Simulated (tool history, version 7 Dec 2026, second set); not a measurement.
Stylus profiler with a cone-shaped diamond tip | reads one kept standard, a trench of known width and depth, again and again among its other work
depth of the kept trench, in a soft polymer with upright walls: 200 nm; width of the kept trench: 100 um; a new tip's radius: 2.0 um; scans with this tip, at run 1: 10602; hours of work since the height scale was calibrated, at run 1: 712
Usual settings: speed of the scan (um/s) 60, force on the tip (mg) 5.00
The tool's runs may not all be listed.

run,day,speed of the scan (um/s),force on the tip (mg),scans with this tip,hours of work since the height scale was calibrated,depth of the trench (nm),width of the trench's floor (um)
1,0.000,60,5.00,10602,712,202.55,97.72
2,0.938,60,5.00,10854,729,202.52,97.73
3,1.892,60,5.00,11111,746,202.53,97.70
4,2.512,60,5.00,11278,757,202.55,97.71
5,3.333,60,5.00,11499,772,202.43,97.63
6,3.817,60,3.57,11629,781,201.82,97.66
7,4.433,60,3.57,11795,792,201.88,97.62
8,5.383,60,3.57,12050,809,201.77,97.59
9,6.388,60,3.57,12320,827,201.80,97.66
10,6.846,60,3.57,12443,836,201.78,97.61
11,7.612,60,2.70,12650,850,201.39,97.55
12,8.617,60,2.70,12920,868,201.34,97.55
13,9.633,60,5.00,13194,886,202.43,97.63
14,10.346,144,5.00,13385,899,202.33,97.43
15,10.771,60,5.00,13500,907,202.40,97.56
16,11.521,60,5.00,13701,920,202.34,97.62
17,12.533,18,2.36,13974,938,201.11,97.64
18,13.212,18,2.36,14156,951,201.19,97.64
19,13.725,44,4.99,14295,960,202.36,97.64
20,14.546,151,5.00,14515,975,202.39,97.30
21,15.296,54,2.15,14717,988,200.93,97.54
22,15.750,17,2.15,14839,997,200.96,97.69
23,16.267,58,6.49,14978,1006,202.87,97.53
24,16.946,67,7.31,15161,1018,203.20,97.52
25,17.825,219,1.76,15397,1034,200.68,96.83
26,18.583,207,1.97,15601,1048,200.81,96.86
27,19.404,39,11.44,15822,1063,204.55,97.62
28,20.154,46,6.05,16024,1076,202.77,97.53
29,21.125,162,5.00,16285,1094,202.27,97.26

Forecast run 30:
30,21.796,162,13.32,16466,1106,?,?

Run 30 gave depth of the trench (nm) 205.14, width of the trench's floor (um) 97.38.
Without the tool's hidden state the same run would have given depth of the trench (nm) 206.08, width of the trench's floor (um) 98.00.
